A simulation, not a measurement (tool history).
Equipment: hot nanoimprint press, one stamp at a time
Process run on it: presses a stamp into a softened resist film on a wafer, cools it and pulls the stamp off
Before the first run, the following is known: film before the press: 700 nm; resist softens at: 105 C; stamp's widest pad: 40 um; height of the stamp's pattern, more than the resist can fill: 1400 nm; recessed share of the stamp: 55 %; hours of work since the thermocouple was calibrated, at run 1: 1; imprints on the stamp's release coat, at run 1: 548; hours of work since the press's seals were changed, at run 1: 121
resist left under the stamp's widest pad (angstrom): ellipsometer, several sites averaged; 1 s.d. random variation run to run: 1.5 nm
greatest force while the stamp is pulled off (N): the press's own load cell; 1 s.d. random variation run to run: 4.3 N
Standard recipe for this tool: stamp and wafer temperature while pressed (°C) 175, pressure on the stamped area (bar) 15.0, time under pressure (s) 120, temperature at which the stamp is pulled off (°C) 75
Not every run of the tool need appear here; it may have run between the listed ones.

| run | hour | stamp and wafer temperature while pressed (°C) | pressure on the stamped area (bar) | time under pressure (s) | temperature at which the stamp is pulled off (°C) | hours of work since the thermocouple was calibrated | imprints on the stamp's release coat | hours of work since the press's seals were changed | resist left under the stamp's widest pad (angstrom) | greatest force while the stamp is pulled off (N) |
|---|---|---|---|---|---|---|---|---|---|---|
| 1 | 0.0 | 175 | 15.0 | 120 | 75 | 1 | 548 | 121 | 2486 | 239 |
| 2 | 13.1 | 175 | 15.0 | 120 | 63 | 9 | 579 | 129 | 2494 | 305 |
| 3 | 29.5 | 175 | 19.2 | 120 | 63 | 20 | 617 | 139 | 2212 | 310 |
| 4 | 38.5 | 175 | 19.2 | 120 | 63 | 25 | 638 | 145 | 2210 | 301 |
| 5 | 49.9 | 176 | 19.2 | 120 | 63 | 33 | 665 | 152 | 2111 | 309 |
| 6 | 61.1 | 176 | 19.2 | 120 | 63 | 40 | 691 | 159 | 2103 | 312 |
| 7 | 77.1 | 176 | 19.2 | 120 | 63 | 50 | 728 | 169 | 2092 | 319 |
| 8 | 87.8 | 176 | 19.2 | 120 | 63 | 57 | 753 | 176 | 2095 | 312 |
| 9 | 102.9 | 175 | 15.0 | 120 | 70 | 66 | 788 | 186 | 2529 | 273 |
| 10 | 114.4 | 175 | 15.0 | 120 | 75 | 73 | 815 | 193 | 2540 | 252 |
| 11 | 124.9 | 175 | 15.0 | 120 | 75 | 80 | 840 | 200 | 2556 | 246 |
| 12 | 140.8 | 175 | 15.0 | 120 | 75 | 90 | 877 | 210 | 2530 | 249 |
| 13 | 157.1 | 175 | 15.0 | 120 | 75 | 100 | 915 | 220 | 2530 | 258 |
|  | 161.7 | plate thermocouple calibrated |
| 14 | 172.9 | 175 | 15.0 | 120 | 75 | 7 | 944 | 228 | 2549 | 257 |
| 15 | 182.4 | 173 | 15.0 | 120 | 75 | 13 | 967 | 234 | 2808 | 263 |
| 16 | 191.1 | 184 | 17.7 | 103 | 65 | 19 | 987 | 240 | 1623 | 333 |
| 17 | 205.5 | 186 | 15.0 | 120 | 76 | 28 | 1020 | 249 | 1558 | 258 |
| 18 | 220.1 | 186 | 15.0 | 120 | 76 | 37 | 1054 | 258 | 1564 | 268 |
|  | 236.0 | plate thermocouple calibrated, once more |
| 19 | 236.0 | 175 | 11.8 | 85 | 75 | 0 | 1084 | 266 | 3163 | 272 |
| 20 | 251.8 | 183 | 20.9 | 80 | 69 | 10 | 1121 | 276 | 1671 | 297 |
| 21 | 267.1 | 183 | 20.9 | 168 | 69 | 20 | 1157 | 286 | 1250 | 293 |
| 22 | 275.7 | 164 | 13.6 | 102 | 69 | 25 | 1177 | 291 | 4472 | 298 |
| 23 | 284.0 | 164 | 13.6 | 102 | 69 | 30 | 1196 | 297 | 4483 | 305 |
| 24 | 298.0 | 175 | 15.0 | 149 | 82 | 39 | 1229 | 306 | 2305 | 234 |
| 25 | 305.8 | 173 | 9.9 | 149 | 82 | 44 | 1247 | 310 | 3134 | 223 |
| 26 | 314.5 | 181 | 21.0 | 149 | 82 | 50 | 1267 | 316 | 1428 | 227 |
|  | 325.8 | stamp cleaned and given a new release coat |
| 27 | 332.0 | 181 | 21.0 | 74 | 69 | 57 | 14 | 323 | 1898 | 240 |
| 28 | 348.0 | 181 | 21.0 | 74 | 69 | 67 | 51 | 333 | 1912 | 236 |
| 29 | 363.6 | 179 | 15.0 | 204 | 75 | 77 | 88 | 343 | 1683 | 210 |
| 30 | 378.6 | 174 | 15.0 | 165 | 60 | 86 | 123 | 353 | 2333 | 300 |

Take each entry between the runs: how does the hidden state at the last listed run before it differ from the hidden state at the first listed run after it?
Between runs 13 and 14: plate thermocouple calibrated (hour 161.7)
  true temperature over the reading, C: -0.38 -> -0.51; pressure that arrives at the usual setting, %: 98.36 -> 98.3; grip of the stamp's worn release coat, % over a new coat's: 23.5 -> 24.2
  measured less the result without the state, resist left under the stamp's widest pad (angstrom): +67 -> +84; greatest force while the stamp is pulled off (N): +51 -> +52
Between runs 18 and 19: plate thermocouple calibrated, once more (hour 236.0)
  true temperature over the reading, C: -0.63 -> 0.35; pressure that arrives at the usual setting, %: 98.1 -> 98.04; grip of the stamp's worn release coat, % over a new coat's: 27.1 -> 27.9
  measured less the result without the state, resist left under the stamp's widest pad (angstrom): +58 -> -24; greatest force while the stamp is pulled off (N): +60 -> +58
Between runs 26 and 27: stamp cleaned and given a new release coat (hour 325.8)
  true temperature over the reading, C: 0.17 -> 0.15; pressure that arrives at the usual setting, %: 97.7 -> 97.65; grip of the stamp's worn release coat, % over a new coat's: 32.7 -> 0.4
  measured less the result without the state, resist left under the stamp's widest pad (angstrom): +16 -> +24; greatest force while the stamp is pulled off (N): +55 -> +0

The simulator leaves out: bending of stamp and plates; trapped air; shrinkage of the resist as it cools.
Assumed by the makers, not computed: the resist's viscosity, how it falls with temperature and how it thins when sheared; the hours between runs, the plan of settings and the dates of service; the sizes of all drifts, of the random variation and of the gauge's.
